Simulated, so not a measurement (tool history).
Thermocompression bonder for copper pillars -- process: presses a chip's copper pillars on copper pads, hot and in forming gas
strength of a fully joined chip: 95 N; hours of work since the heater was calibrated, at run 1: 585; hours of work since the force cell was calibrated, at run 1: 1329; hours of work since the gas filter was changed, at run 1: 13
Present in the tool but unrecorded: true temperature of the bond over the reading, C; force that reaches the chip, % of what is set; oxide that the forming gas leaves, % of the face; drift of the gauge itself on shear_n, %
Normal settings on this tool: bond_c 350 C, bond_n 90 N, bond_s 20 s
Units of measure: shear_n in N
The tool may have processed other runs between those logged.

run,day,bond_c,bond_n,bond_s,hours of work since the heater was calibrated,hours of work since the force cell was calibrated,hours of work since the gas filter was changed,shear_n
1,0.000,350,90,20,585,1329,13,34.2
2,1.333,350,90,59,605,1348,33,50.5
3,2.408,350,90,59,621,1364,49,50.8
4,3.754,350,90,59,641,1384,69,50.1
# day 5.388: heater calibrated with a thermocouple chip
5,5.754,350,96,20,5,1412,97,38.5
6,7.954,368,90,20,38,1445,130,44.2
# day 8.554: forming gas filter changed
7,9.954,368,90,20,67,1474,21,45.3
8,12.054,350,90,20,98,1505,52,36.3
9,13.842,348,90,20,125,1532,78,35.0
10,15.179,348,90,20,145,1552,98,36.2
11,16.150,348,90,20,159,1566,112,35.7
12,17.454,348,83,20,178,1585,132,33.3
# day 18.012: forming gas filter changed
13,18.858,361,90,13,199,1606,13,34.4
14,20.246,361,59,10,219,1626,33,24.2
15,22.167,361,59,10,248,1655,62,24.2
16,23.904,361,59,10,273,1680,87,24.6
17,25.504,361,59,10,297,1704,111,24.1
18,27.150,351,84,11,321,1728,135,26.8
# day 27.429: forming gas filter changed
19,28.438,365,97,36,340,1747,15,53.6
20,29.438,365,97,36,355,1762,30,53.1
21,30.650,368,65,16,373,1780,48,34.0
22,32.912,351,90,33,406,1813,81,43.0
23,34.629,340,90,20,432,1839,107,31.3

Branching from run 23: 5 alternative next runs. What would each branch give?
A,36.338,350,98,20,457,1864,132,?
B,36.338,337,133,33,457,1864,132,?
C,36.338,364,90,50,457,1864,132,?
D,36.338,357,92,23,457,1864,132,?
E,36.338,348,65,34,457,1864,132,?

run,shear_n
A,36.7
B,44.4
C,53.9
D,40.0
E,34.9
Without the tool's unlogged condition, the same runs would have read:
run,shear_n
A,39.9
B,48.1
C,57.8
D,43.3
E,37.9
